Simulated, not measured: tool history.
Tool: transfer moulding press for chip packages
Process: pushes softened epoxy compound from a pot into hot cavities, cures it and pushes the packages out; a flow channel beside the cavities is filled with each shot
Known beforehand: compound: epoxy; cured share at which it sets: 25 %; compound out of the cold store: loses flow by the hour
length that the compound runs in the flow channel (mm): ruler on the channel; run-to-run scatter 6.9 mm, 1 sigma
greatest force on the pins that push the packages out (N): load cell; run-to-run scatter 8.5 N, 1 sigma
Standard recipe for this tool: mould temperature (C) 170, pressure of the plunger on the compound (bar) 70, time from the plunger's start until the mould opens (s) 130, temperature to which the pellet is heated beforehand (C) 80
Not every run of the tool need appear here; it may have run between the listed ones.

run    day  mould temperature (C)  pressure of the plunger on the compound (bar)  time from the plunger's start until the mould opens (s)  temperature to which the pellet is heated beforehand (C)  incoming compound's hours out of the cold store  length that the compound runs in the flow channel (mm)  greatest force on the pins that push the packages out (N)
  1      0                    170                                             70                                                      130                                                        80                                             19.5                                                     941                                                        391
  2  0.379                    170                                             70                                                      130                                                        80                                               30                                                     885                                                        409
  3  0.825                    170                                           71.1                                                      130                                                        80                                             46.1                                                     805                                                        456
  4  1.062                    170                                           71.1                                                      130                                                        80                                             45.7                                                     796                                                        471
  5  1.358                    170                                             70                                                      130                                                        90                                             28.8                                                     894                                                        499
  6  1.567                    170                                             70                                                      130                                                        90                                             45.4                                                     794                                                        483
  7    1.9                    170                                             70                                                      130                                                        90                                             41.7                                                     819                                                        527
  8  2.183                    170                                             70                                                      130                                                        90                                             12.2                                                     982                                                        551
  9  2.458                    170                                             70                                                      130                                                        90                                               20                                                     939                                                        562
 10  2.896                    170                                             70                                                      130                                                        90                                             42.7                                                     808                                                        575
 11  3.117                    170                                             70                                                      130                                                        80                                             25.1                                                     912                                                        602
 12  3.454                    170                                             70                                                      130                                                        80                                             23.1                                                     922                                                        621
 13  3.671                    170                                             70                                                      130                                                        80                                             10.9                                                     986                                                        660
 14  3.904                    170                                             70                                                      130                                                        80                                             14.9                                                     973                                                        660
 15  4.317                    170                                             70                                                      130                                                        80                                             39.8                                                     829                                                        639
     4.492  -- cavities cleaned with cleaning compound and waxed
 16  4.742                    164                                           59.1                                                      151                                                        84                                             26.2                                                     833                                                        442
 17  5.021                    170                                           81.8                                                      130                                                        77                                             18.2                                                    1028                                                        432
 18  5.329                    171                                           81.8                                                      130                                                        77                                              8.8                                                    1076                                                        441
 19  5.758                    163                                             70                                                      141                                                        78                                              9.1                                                    1013                                                        656
 20  5.971                    163                                             70                                                      141                                                        78                                               23                                                     927                                                        609
 21  6.292                    170                                           71.6                                                      154                                                        72                                             19.1                                                     944                                                        458
 22  6.742                    170                                             60                                                      154                                                        72                                             34.6                                                     776                                                        469
 23  6.938                    170                                             60                                                      154                                                        72                                             36.2                                                     769                                                        482
 24  7.271                    170                                           75.2                                                      154                                                        85                                             25.1                                                     932                                                        491
 25  7.504                    176                                           75.2                                                      154                                                        72                                             20.3                                                     943                                                        474

Estimate the outcome of run 26 from the log above:
 26  7.904                    165                                             70                                                      111                                                        80                                             12.8                                                       ?                                                          ?

length that the compound runs in the flow channel (mm): 981
greatest force on the pins that push the packages out (N): 1225
Take away the tool's hidden state, keep the run-to-run variation as it was, and the same run would have given length that the compound runs in the flow channel (mm) 1027, greatest force on the pins that push the packages out (N) 779.
